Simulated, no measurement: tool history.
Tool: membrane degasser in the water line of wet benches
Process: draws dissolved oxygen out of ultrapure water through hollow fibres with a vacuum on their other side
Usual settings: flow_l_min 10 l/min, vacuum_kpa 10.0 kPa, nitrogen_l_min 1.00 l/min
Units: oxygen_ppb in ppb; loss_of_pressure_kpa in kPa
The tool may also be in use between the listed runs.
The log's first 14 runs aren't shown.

run    hour  flow_l_min  vacuum_kpa  nitrogen_l_min  hours since the membrane was changed  hours since the vacuum gauge was calibrated  hours since the vacuum lines were made tight  oxygen_ppb  loss_of_pressure_kpa
 15  2074.2          10        10.0            2.31                                 10803                                          317                                          3573        74.0                 48.04
 16  2193.2          10        10.0            2.31                                 10922                                          436                                          3692        74.6                 47.06
 17  2291.2          10        10.0            2.66                                 11020                                          534                                          3790        64.8                 47.92
 18  2426.4          15        10.0            0.76                                 11155                                          670                                          3925       298.8                 71.62
 19  2592.6          15        10.0            0.76                                 11322                                          836                                          4091       298.0                 70.95
 20  2737.5          13        23.7            1.05                                 11466                                          981                                          4236       560.6                 62.06
 21  2887.8          13        23.7            1.05                                 11617                                         1131                                          4386       552.5                 61.96
 22  3053.0           8        23.4            0.41                                 11782                                         1296                                          4552       810.8                 38.26
 23  3179.5           8        23.4            0.41                                 11908                                         1423                                          4678       805.8                 38.13
 24  3353.9           8        23.4            0.41                                 12083                                         1597                                          4853       796.4                 38.04
 25  3451.1          12        19.5            2.74                                 12180                                         1694                                          4950       175.6                 57.16
 26  3562.9          13        10.0            2.34                                 12292                                         1806                                          5061        95.5                 61.90
 27  3691.3          15        11.6            0.75                                 12420                                         1934                                          5190       369.9                 71.63
 28  3858.1          15        11.6            0.75                                 12587                                         2101                                          5357       363.8                 71.01

Run 29 comes next. What will it give?
 29  4067.8           9         6.5            1.25                                 12797                                         2311                                          5566           ?                     ?

{"run 29": {"oxygen_ppb": 58.1, "loss_of_pressure_kpa": 42.74}}
Without the tool's hidden state the same run would have given oxygen_ppb 57.9 ppb, loss_of_pressure_kpa 42.65 kPa.

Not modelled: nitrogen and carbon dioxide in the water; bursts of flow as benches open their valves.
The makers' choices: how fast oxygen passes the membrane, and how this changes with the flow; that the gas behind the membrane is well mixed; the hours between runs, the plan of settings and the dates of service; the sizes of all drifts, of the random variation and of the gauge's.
